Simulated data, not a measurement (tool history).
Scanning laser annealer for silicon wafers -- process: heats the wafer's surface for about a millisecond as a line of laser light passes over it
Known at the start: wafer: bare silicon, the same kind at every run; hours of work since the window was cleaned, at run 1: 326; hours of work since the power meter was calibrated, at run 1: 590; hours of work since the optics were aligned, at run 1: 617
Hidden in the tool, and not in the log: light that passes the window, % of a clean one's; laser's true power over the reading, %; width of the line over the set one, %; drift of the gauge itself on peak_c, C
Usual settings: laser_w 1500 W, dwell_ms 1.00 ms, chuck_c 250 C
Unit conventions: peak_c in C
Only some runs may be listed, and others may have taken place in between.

| run | day | laser_w | dwell_ms | chuck_c | hours of work since the window was cleaned | hours of work since the power meter was calibrated | hours of work since the optics were aligned | peak_c |
|---|---|---|---|---|---|---|---|---|
| 1 | 0.000 | 1500 | 1.00 | 250 | 326 | 590 | 617 | 1033 |
| 2 | 1.288 | 1500 | 1.00 | 250 | 339 | 603 | 630 | 1031 |
| 3 | 2.779 | 1500 | 1.00 | 223 | 354 | 618 | 645 | 999 |
|  | 3.171 | window over the wafer cleaned |
| 4 | 4.125 | 1621 | 1.00 | 250 | 10 | 631 | 658 | 1092 |
| 5 | 5.042 | 1621 | 1.00 | 250 | 19 | 640 | 668 | 1093 |
| 6 | 6.575 | 1405 | 1.00 | 250 | 35 | 656 | 683 | 985 |
| 7 | 8.108 | 1435 | 1.00 | 250 | 50 | 671 | 699 | 1003 |
| 8 | 8.996 | 1500 | 1.00 | 250 | 59 | 680 | 708 | 1033 |
| 9 | 10.354 | 1623 | 1.00 | 250 | 73 | 694 | 722 | 1096 |
| 10 | 12.371 | 1623 | 1.00 | 250 | 94 | 715 | 742 | 1093 |
| 11 | 13.254 | 1623 | 1.00 | 250 | 103 | 724 | 751 | 1097 |
| 12 | 14.812 | 1623 | 1.00 | 250 | 119 | 740 | 767 | 1095 |
| 13 | 16.262 | 1500 | 1.00 | 250 | 133 | 754 | 782 | 1033 |
| 14 | 17.883 | 1500 | 1.00 | 237 | 150 | 771 | 798 | 1020 |
| 15 | 18.792 | 1500 | 1.00 | 237 | 159 | 780 | 808 | 1022 |
| 16 | 19.758 | 1500 | 1.14 | 237 | 169 | 790 | 817 | 1082 |
| 17 | 20.712 | 1500 | 1.00 | 230 | 179 | 800 | 827 | 1012 |
| 18 | 22.025 | 1500 | 0.87 | 250 | 192 | 813 | 841 | 973 |
| 19 | 23.871 | 1500 | 1.00 | 219 | 211 | 832 | 859 | 1001 |
| 20 | 25.204 | 1500 | 0.83 | 250 | 224 | 845 | 873 | 948 |
| 21 | 26.633 | 1500 | 0.83 | 250 | 239 | 860 | 887 | 949 |
| 22 | 28.550 | 1500 | 0.91 | 260 | 258 | 880 | 907 | 997 |
|  | 30.571 | optics aligned, line set to its width |
| 23 | 30.854 | 1441 | 0.91 | 280 | 280 | 901 | 3 | 993 |
| 24 | 32.038 | 1332 | 0.90 | 250 | 292 | 913 | 15 | 905 |
| 25 | 33.471 | 1332 | 0.90 | 250 | 306 | 927 | 29 | 905 |
| 26 | 34.404 | 1399 | 0.77 | 234 | 316 | 937 | 39 | 857 |
| 27 | 36.296 | 1399 | 0.77 | 234 | 335 | 956 | 58 | 858 |
| 28 | 38.038 | 1399 | 0.77 | 234 | 353 | 974 | 76 | 858 |
|  | 38.438 | window over the wafer cleaned |
| 29 | 40.104 | 1426 | 0.73 | 284 | 17 | 994 | 96 | 900 |
| 30 | 42.150 | 1426 | 0.79 | 277 | 38 | 1015 | 117 | 922 |
| 31 | 44.108 | 1464 | 0.74 | 250 | 58 | 1035 | 137 | 888 |
| 32 | 45.083 | 1464 | 0.74 | 250 | 68 | 1045 | 147 | 885 |
| 33 | 47.096 | 1464 | 0.74 | 250 | 88 | 1065 | 167 | 885 |
| 34 | 48.129 | 1322 | 0.84 | 281 | 99 | 1076 | 178 | 903 |
| 35 | 50.050 | 1514 | 0.78 | 250 | 118 | 1095 | 197 | 930 |
| 36 | 51.771 | 1514 | 0.78 | 250 | 136 | 1113 | 215 | 928 |
| 37 | 53.283 | 1523 | 0.73 | 231 | 151 | 1128 | 230 | 888 |
| 38 | 54.183 | 1523 | 0.73 | 266 | 160 | 1137 | 239 | 923 |
| 39 | 55.400 | 1644 | 0.80 | 266 | 173 | 1150 | 252 | 1012 |
| 40 | 56.583 | 1475 | 1.03 | 250 | 185 | 1162 | 264 | 1033 |
| 41 | 58.167 | 1500 | 0.82 | 223 | 201 | 1178 | 280 | 918 |

3 options for the next run, each taken on its own from the tool as it stands now. Forecast them:
| A | 59.175 | 1500 | 1.12 | 250 | 211 | 1188 | 290 | ? |
| B | 59.175 | 1325 | 1.04 | 261 | 211 | 1188 | 290 | ? |
| C | 59.175 | 1615 | 1.14 | 253 | 211 | 1188 | 290 | ? |

| run | peak_c |
|---|---|
| A | 1087 |
| B | 970 |
| C | 1162 |
The same runs, with their run-to-run variation unchanged, on a tool lacking any hidden condition would have given:
| run | peak_c |
|---|---|
| A | 1088 |
| B | 971 |
| C | 1163 |
